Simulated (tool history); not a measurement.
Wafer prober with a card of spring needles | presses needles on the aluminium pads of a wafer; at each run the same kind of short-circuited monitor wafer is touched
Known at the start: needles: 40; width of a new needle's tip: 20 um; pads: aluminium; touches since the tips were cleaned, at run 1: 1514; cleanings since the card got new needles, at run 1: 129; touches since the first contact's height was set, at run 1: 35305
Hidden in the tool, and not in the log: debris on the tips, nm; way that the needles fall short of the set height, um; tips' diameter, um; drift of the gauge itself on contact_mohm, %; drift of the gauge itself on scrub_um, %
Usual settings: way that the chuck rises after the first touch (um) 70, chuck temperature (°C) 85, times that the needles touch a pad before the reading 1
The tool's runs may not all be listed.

| run | day | way that the chuck rises after the first touch (um) | chuck temperature (°C) | times that the needles touch a pad before the reading | touches since the tips were cleaned | cleanings since the card got new needles | touches since the first contact's height was set | resistance of one needle with its contact and lead (mohm) | way that a needle slides on the pad (um) |
|---|---|---|---|---|---|---|---|---|---|
| 1 | 0.000 | 70 | 85 | 1 | 1514 | 129 | 35305 | 144 | 8.90 |
|  | 0.125 | tips cleaned on abrasive film |
|  | 0.371 | tips cleaned on abrasive film |
|  | 0.621 | tips cleaned on abrasive film |
|  | 0.929 | tips cleaned on abrasive film |
|  | 1.238 | tips cleaned on abrasive film |
|  | 1.483 | tips cleaned on abrasive film |
|  | 1.792 | tips cleaned on abrasive film |
|  | 2.038 | tips cleaned on abrasive film |
|  | 2.346 | tips cleaned on abrasive film |
| 2 | 2.446 | 70 | 85 | 1 | 995 | 138 | 59646 | 140 | 8.80 |
|  | 2.629 | tips cleaned on abrasive film |
|  | 2.879 | tips cleaned on abrasive film |
|  | 3.188 | tips cleaned on abrasive film |
|  | 3.496 | tips cleaned on abrasive film |
|  | 3.742 | tips cleaned on abrasive film |
|  | 3.988 | tips cleaned on abrasive film |
|  | 4.296 | tips cleaned on abrasive film |
|  | 4.546 | tips cleaned on abrasive film |
|  | 4.800 | tips cleaned on abrasive film |
| 3 | 4.800 | 70 | 85 | 1 | 0 | 147 | 83092 | 134 | 8.86 |
|  | 5.108 | tips cleaned on abrasive film |
|  | 5.354 | tips cleaned on abrasive film |
|  | 5.662 | tips cleaned on abrasive film |
|  | 5.912 | tips cleaned on abrasive film |
|  | 6.221 | tips cleaned on abrasive film |
|  | 6.529 | tips cleaned on abrasive film |
|  | 6.833 | tips cleaned on abrasive film |
| 4 | 7.058 | 70 | 85 | 1 | 2264 | 154 | 105629 | 153 | 8.59 |
|  | 7.125 | tips cleaned on abrasive film |
|  | 7.433 | tips cleaned on abrasive film |
|  | 7.742 | tips cleaned on abrasive film |
|  | 7.988 | tips cleaned on abrasive film |
|  | 8.296 | tips cleaned on abrasive film |
|  | 8.604 | tips cleaned on abrasive film |
|  | 8.912 | tips cleaned on abrasive film |
| 5 | 9.108 | 70 | 85 | 1 | 2010 | 161 | 126072 | 149 | 8.51 |
|  | 9.175 | tips cleaned on abrasive film |
|  | 9.421 | tips cleaned on abrasive film |
|  | 9.729 | tips cleaned on abrasive film |
|  | 9.979 | tips cleaned on abrasive film |
|  | 10.288 | tips cleaned on abrasive film |
|  | 10.533 | tips cleaned on abrasive film |
|  | 10.842 | tips cleaned on abrasive film |
|  | 11.150 | tips cleaned on abrasive film |
|  | 11.458 | tips cleaned on abrasive film |
| 6 | 11.650 | 70 | 85 | 1 | 1957 | 170 | 151375 | 152 | 8.45 |
|  | 11.717 | tips cleaned on abrasive film |
|  | 12.025 | tips cleaned on abrasive film |
|  | 12.333 | tips cleaned on abrasive film |
|  | 12.638 | tips cleaned on abrasive film |
|  | 12.888 | tips cleaned on abrasive film |
|  | 13.196 | tips cleaned on abrasive film |
|  | 13.504 | tips cleaned on abrasive film |
|  | 13.517 | height of the first contact set anew |
| 7 | 13.758 | 70 | 85 | 1 | 2450 | 177 | 2450 | 151 | 8.97 |
|  | 13.821 | tips cleaned on abrasive film |
|  | 14.071 | tips cleaned on abrasive film |
|  | 14.317 | tips cleaned on abrasive film |
|  | 14.625 | tips cleaned on abrasive film |
|  | 14.871 | tips cleaned on abrasive film |
|  | 15.179 | tips cleaned on abrasive film |
|  | 15.488 | tips cleaned on abrasive film |
|  | 15.796 | tips cleaned on abrasive film |
|  | 16.067 | tips cleaned on abrasive film |
| 8 | 16.067 | 70 | 85 | 1 | 0 | 186 | 25412 | 133 | 9.00 |
|  | 16.375 | tips cleaned on abrasive film |
|  | 16.683 | tips cleaned on abrasive film |
|  | 16.992 | tips cleaned on abrasive film |
|  | 17.296 | tips cleaned on abrasive film |
|  | 17.604 | tips cleaned on abrasive film |
|  | 17.912 | tips cleaned on abrasive film |
|  | 18.221 | tips cleaned on abrasive film |
|  | 18.529 | tips cleaned on abrasive film |
|  | 18.808 | tips cleaned on abrasive film |
| 9 | 18.808 | 72 | 85 | 1 | 0 | 195 | 52776 | 130 | 9.13 |
|  | 19.058 | tips cleaned on abrasive film |
|  | 19.367 | tips cleaned on abrasive film |
|  | 19.671 | tips cleaned on abrasive film |
|  | 19.979 | tips cleaned on abrasive film |
| 10 | 20.188 | 70 | 85 | 1 | 2076 | 199 | 66526 | 150 | 8.71 |
|  | 20.250 | tips cleaned on abrasive film |
|  | 20.558 | tips cleaned on abrasive film |
|  | 20.867 | tips cleaned on abrasive film |
|  | 21.175 | tips cleaned on abrasive film |
|  | 21.483 | tips cleaned on abrasive film |
|  | 21.792 | tips cleaned on abrasive film |
|  | 22.038 | tips cleaned on abrasive film |
|  | 22.292 | tips cleaned on abrasive film |
| 11 | 22.292 | 70 | 85 | 1 | 0 | 207 | 87464 | 134 | 8.63 |
|  | 22.538 | tips cleaned on abrasive film |
|  | 22.788 | tips cleaned on abrasive film |
|  | 23.092 | tips cleaned on abrasive film |
|  | 23.342 | tips cleaned on abrasive film |
|  | 23.650 | tips cleaned on abrasive film |
|  | 23.958 | tips cleaned on abrasive film |
|  | 24.204 | tips cleaned on abrasive film |
|  | 24.512 | tips cleaned on abrasive film |
|  | 24.758 | tips cleaned on abrasive film |
|  | 25.067 | tips cleaned on abrasive film |
| 12 | 25.108 | 56 | 122 | 2 | 438 | 217 | 115557 | 153 | 6.62 |
|  | 25.358 | tips cleaned on abrasive film |
|  | 25.604 | tips cleaned on abrasive film |
|  | 25.912 | tips cleaned on abrasive film |
|  | 26.221 | tips cleaned on abrasive film |
|  | 26.467 | tips cleaned on abrasive film |
|  | 26.775 | tips cleaned on abrasive film |
|  | 27.025 | tips cleaned on abrasive film |
|  | 27.329 | tips cleaned on abrasive film |
| 13 | 27.538 | 56 | 122 | 2 | 2086 | 225 | 139759 | 169 | 6.60 |

Forecast run 14:
|  | 27.600 | tips cleaned on abrasive film |
|  | 27.908 | tips cleaned on abrasive film |
|  | 28.158 | tips cleaned on abrasive film |
|  | 28.467 | tips cleaned on abrasive film |
|  | 28.775 | tips cleaned on abrasive film |
| 14 | 28.896 | 70 | 108 | 1 | 1221 | 230 | 153267 | ? | ? |

{"run 14": {"resistance of one needle with its contact and lead (mohm)": 154, "way that a needle slides on the pad (um)": 8.26}}
Without the tool's hidden state the same run would have given resistance of one needle with its contact and lead (mohm) 129, way that a needle slides on the pad (um) 8.89.
